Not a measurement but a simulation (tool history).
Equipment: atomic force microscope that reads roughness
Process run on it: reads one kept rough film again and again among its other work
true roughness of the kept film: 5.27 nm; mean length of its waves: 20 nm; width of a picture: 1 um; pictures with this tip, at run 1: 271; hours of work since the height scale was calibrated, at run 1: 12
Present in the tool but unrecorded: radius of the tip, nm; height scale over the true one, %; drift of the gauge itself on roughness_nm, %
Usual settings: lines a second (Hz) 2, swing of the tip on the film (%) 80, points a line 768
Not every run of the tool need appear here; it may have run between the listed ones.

run,day,lines a second (Hz),swing of the tip on the film (%),points a line,pictures with this tip,hours of work since the height scale was calibrated,roughness of the kept film (nm (root mean square))
1,0,2,80,768,271,12,1.434
2,0.975,2,80,768,295,22,1.383
3,2.075,2,80,768,323,32,1.313
# day 2.612: new tip fitted
4,3.517,2,80,768,23,46,2.632
5,4.525,2,85,768,48,56,2.283
6,5.25,2,85,768,66,63,2.178
7,6.858,2,85,768,105,78,1.918
8,8,0.7,80,768,134,89,2.099
9,9.521,0.7,80,768,171,104,1.931
10,10.567,2,80,768,197,114,1.62
11,11.988,2,80,768,232,128,1.477
12,13.246,2,80,768,264,140,1.402
13,14.488,2,80,768,294,152,1.307
14,15.788,2,80,768,327,164,1.248
# day 16.183: new tip fitted
15,17.442,2,80,768,31,180,2.562
16,18.404,2,80,768,55,189,2.359
17,19.621,2,80,768,85,201,2.167
18,20.625,0.63,80,768,110,211,2.281
19,21.738,2,80,507,137,221,1.868
20,22.971,0.58,80,768,168,233,1.987
21,24.304,0.58,80,768,201,246,1.836
22,25.817,2,80,275,238,261,1.471
23,26.929,2,84,636,266,271,1.373
24,28.492,3.38,88,408,305,286,1.053
25,29.554,0.53,65,408,331,297,1.471
# day 29.708: new tip fitted
26,31.288,0.53,65,408,39,313,2.863
27,32.2,3.24,80,364,62,322,2.042
28,33.467,2,69,372,93,334,2.255
29,34.879,2.92,57,330,128,348,2.101
30,35.871,2.92,57,330,153,357,1.978
31,36.662,2.92,57,330,172,365,1.896
32,37.821,2.27,60,607,201,376,1.817
33,38.958,3.9,78,966,229,387,1.341
34,40.392,2.38,70,966,265,401,1.501
35,41.254,2,80,374,286,409,1.353
36,42.612,2,80,374,320,422,1.265
# day 43.25: new tip fitted
37,43.592,2,80,374,9,431,2.74
38,45.233,3.1,80,322,49,447,2.154
39,46.458,3.1,80,322,80,459,1.97
40,47.7,2,81,377,110,471,1.981
41,48.471,2,81,793,129,478,1.912

Predict each of these 4 candidate next runs independently; none follows another, all start after run 41:
A,50.146,1.72,81,793,171,495,?
B,50.146,0.55,81,793,171,495,?
C,50.146,1.51,80,344,171,495,?
D,50.146,2,81,359,171,495,?

run,roughness of the kept film (nm (root mean square))
A,1.762
B,1.991
C,1.79
D,1.692
Had the tool no hidden state, the same runs would have come out as:
run,roughness of the kept film (nm (root mean square))
A,2.901
B,3.278
C,2.947
D,2.78

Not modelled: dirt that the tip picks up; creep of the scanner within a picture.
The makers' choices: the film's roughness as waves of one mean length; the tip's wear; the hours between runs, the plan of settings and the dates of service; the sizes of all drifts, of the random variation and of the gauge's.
